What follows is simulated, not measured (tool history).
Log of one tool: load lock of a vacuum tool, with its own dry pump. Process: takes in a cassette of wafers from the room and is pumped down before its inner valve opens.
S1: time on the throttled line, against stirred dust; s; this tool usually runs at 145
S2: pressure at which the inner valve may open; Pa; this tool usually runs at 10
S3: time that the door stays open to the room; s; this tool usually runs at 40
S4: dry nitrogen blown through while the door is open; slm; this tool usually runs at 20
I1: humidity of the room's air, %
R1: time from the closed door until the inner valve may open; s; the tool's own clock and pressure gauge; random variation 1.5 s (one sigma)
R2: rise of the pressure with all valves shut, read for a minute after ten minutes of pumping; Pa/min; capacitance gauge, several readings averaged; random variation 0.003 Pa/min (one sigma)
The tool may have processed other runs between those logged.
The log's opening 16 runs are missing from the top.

run	hour	S1	S2	S3	S4	I1	R1	R2
17	3261.8	145	10	40	6	44.2	258.9	0.076
18	3487.3	145	10	40	20	46.9	257.6	0.075
19	3743.4	181	10	225	29	43.3	286.0	0.106
20	3990.6	181	10	225	29	43.6	287.5	0.103
21	4215.0	145	10	40	12	47.5	260.5	0.088
22	4361.7	160	10	40	30	43.4	270.1	0.082
23	4539.8	145	16	126	31	43.6	250.9	0.090
24	4679.6	120	18	31	28	43.1	231.4	0.085
25	4803.0	124	12	31	28	44.3	236.0	0.083
26	5037.3	124	19	31	7	43.1	232.0	0.092
27	5310.8	124	13	125	27	47.2	240.6	0.105
28	5459.4	145	9	40	20	45.3	260.3	0.096
29	5612.7	145	9	40	7	46.5	260.0	0.105
30	5876.8	145	9	40	7	43.0	263.5	0.108
31	6019.9	191	9	40	10	44.9	299.9	0.107
32	6156.9	147	10	40	20	44.6	261.6	0.099
33	6346.2	145	10	76	20	47.9	262.5	0.111
34	6621.5	182	17	40	7	42.5	283.2	0.114
35	6751.2	182	17	40	7	42.3	284.6	0.120
36	7020.4	182	17	40	7	44.6	283.4	0.119

Each row is a separate what-if for the run after 36, all from the same tool condition, not one after another. Results?
A	7145.0	289	17	70	26	46.9	?	?
B	7145.0	182	19	40	12	44.6	?	?
C	7145.0	286	15	40	20	44.6	?	?

run	R1	R2
A	368.3	0.115
B	283.4	0.115
C	372.3	0.109
Stripped of hidden state, with their random variation kept, the same runs would have yielded:
run	R1	R2
A	359.2	0.016
B	272.2	0.015
C	362.8	0.010
